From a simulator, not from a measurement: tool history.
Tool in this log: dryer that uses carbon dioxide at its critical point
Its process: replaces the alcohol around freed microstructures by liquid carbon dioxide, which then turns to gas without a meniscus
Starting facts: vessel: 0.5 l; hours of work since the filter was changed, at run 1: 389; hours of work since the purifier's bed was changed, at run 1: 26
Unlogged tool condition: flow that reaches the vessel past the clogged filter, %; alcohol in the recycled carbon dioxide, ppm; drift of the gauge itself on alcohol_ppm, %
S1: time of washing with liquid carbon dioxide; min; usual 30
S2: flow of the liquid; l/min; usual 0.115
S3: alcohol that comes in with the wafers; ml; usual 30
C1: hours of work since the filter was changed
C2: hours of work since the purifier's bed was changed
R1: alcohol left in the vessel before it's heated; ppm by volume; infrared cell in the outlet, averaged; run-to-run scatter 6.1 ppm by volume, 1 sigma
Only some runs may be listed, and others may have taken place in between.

{"run": 1, "hour": 0.0, "S1": 30, "S2": 0.115, "S3": 30, "C1": 389, "C2": 26, "R1": 285}
{"run": 2, "hour": 6.8, "S1": 30, "S2": 0.115, "S3": 30, "C1": 391, "C2": 28, "R1": 293}
{"run": 3, "hour": 14.8, "S1": 30, "S2": 0.115, "S3": 30, "C1": 394, "C2": 30, "R1": 307}
{"run": 4, "hour": 23.2, "S1": 44, "S2": 0.115, "S3": 30, "C1": 396, "C2": 33, "R1": 30}
{"run": 5, "hour": 29.5, "S1": 44, "S2": 0.115, "S3": 30, "C1": 398, "C2": 35, "R1": 33}
{"run": 6, "hour": 35.5, "S1": 30, "S2": 0.115, "S3": 110, "C1": 400, "C2": 36, "R1": 1064}
{"run": 7, "hour": 41.3, "S1": 30, "S2": 0.115, "S3": 110, "C1": 402, "C2": 38, "R1": 1110}
{"run": 8, "hour": 51.6, "S1": 30, "S2": 0.156, "S3": 29, "C1": 405, "C2": 41, "R1": 45}
{"run": 9, "hour": 59.5, "S1": 30, "S2": 0.156, "S3": 29, "C1": 407, "C2": 44, "R1": 44}
{"run": 10, "hour": 66.7, "S1": 31, "S2": 0.071, "S3": 30, "C1": 409, "C2": 46, "R1": 2197}
{"run": 11, "hour": 73.0, "S1": 21, "S2": 0.071, "S3": 68, "C1": 411, "C2": 48, "R1": 14972}
{"run": 12, "hour": 82.2, "S1": 21, "S2": 0.12, "S3": 47, "C1": 414, "C2": 51, "R1": 1888}
{"run": 13, "hour": 92.1, "S1": 21, "S2": 0.12, "S3": 47, "C1": 417, "C2": 54, "R1": 1951}

Forecast each of these 4 alternatives for the next run:
{"run": "A", "hour": 98.6, "S1": 25, "S2": 0.153, "S3": 29, "C1": 419, "C2": 55, "R1": "?"}
{"run": "B", "hour": 98.6, "S1": 36, "S2": 0.085, "S3": 102, "C1": 419, "C2": 55, "R1": "?"}
{"run": "C", "hour": 98.6, "S1": 29, "S2": 0.115, "S3": 54, "C1": 419, "C2": 55, "R1": "?"}
{"run": "D", "hour": 98.6, "S1": 23, "S2": 0.12, "S3": 47, "C1": 419, "C2": 55, "R1": "?"}

run=A R1=155
run=B R1=2013
run=C R1=640
run=D R1=1309
The same runs, with their run-to-run variation unchanged, on a tool lacking any hidden condition would have given:
run=A R1=115
run=B R1=1606
run=C R1=497
run=D R1=1061
